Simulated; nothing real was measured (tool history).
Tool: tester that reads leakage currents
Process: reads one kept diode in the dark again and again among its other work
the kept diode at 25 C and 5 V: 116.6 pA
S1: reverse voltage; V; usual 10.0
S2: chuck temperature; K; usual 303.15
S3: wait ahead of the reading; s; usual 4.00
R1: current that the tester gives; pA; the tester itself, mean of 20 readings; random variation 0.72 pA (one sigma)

| run | hour | S1 | S2 | S3 | R1 |
|---|---|---|---|---|---|
| 1 | 0.0 | 10.0 | 303.15 | 4.00 | 266.12 |
| 2 | 68.9 | 10.0 | 303.15 | 4.00 | 265.31 |
| 3 | 146.8 | 14.1 | 303.15 | 4.00 | 305.98 |
| 4 | 189.9 | 14.1 | 303.15 | 4.00 | 306.45 |
| 5 | 247.3 | 10.0 | 303.15 | 4.00 | 267.03 |
| 6 | 313.4 | 10.0 | 303.15 | 4.00 | 267.67 |
| 7 | 363.1 | 10.0 | 301.15 | 4.00 | 225.14 |
| 8 | 399.2 | 10.0 | 301.15 | 4.00 | 225.81 |
| 9 | 475.2 | 10.0 | 313.15 | 4.00 | 638.87 |
| 10 | 521.6 | 4.7 | 295.15 | 4.91 | 98.06 |
| 11 | 589.0 | 4.4 | 295.15 | 4.91 | 95.99 |
| 12 | 664.3 | 4.4 | 333.15 | 4.91 | 2388.58 |
| 13 | 723.6 | 4.4 | 333.15 | 4.91 | 2402.99 |
| 14 | 773.4 | 12.2 | 303.15 | 0.58 | 294.86 |
| 15 | 824.1 | 15.5 | 293.15 | 0.58 | 139.62 |
| 16 | 860.1 | 10.0 | 303.15 | 4.00 | 270.83 |
| 17 | 946.5 | 10.0 | 303.15 | 4.00 | 272.48 |

5 ways to go on from here, each from the tool as it stands after run 17. What would each give?
| A | 989.4 | 4.9 | 303.15 | 6.05 | ? |
| B | 989.4 | 10.0 | 303.15 | 0.96 | ? |
| C | 989.4 | 1.4 | 326.15 | 4.00 | ? |
| D | 989.4 | 2.7 | 303.15 | 4.00 | ? |
| E | 989.4 | 16.5 | 304.15 | 4.00 | ? |

| run | R1 |
|---|---|
| A | 207.59 |
| B | 273.22 |
| C | 924.64 |
| D | 166.14 |
| E | 363.94 |
Without the tool's hidden state the same runs would have given:
| run | R1 |
|---|---|
| A | 185.40 |
| B | 239.06 |
| C | 863.91 |
| D | 150.10 |
| E | 314.01 |
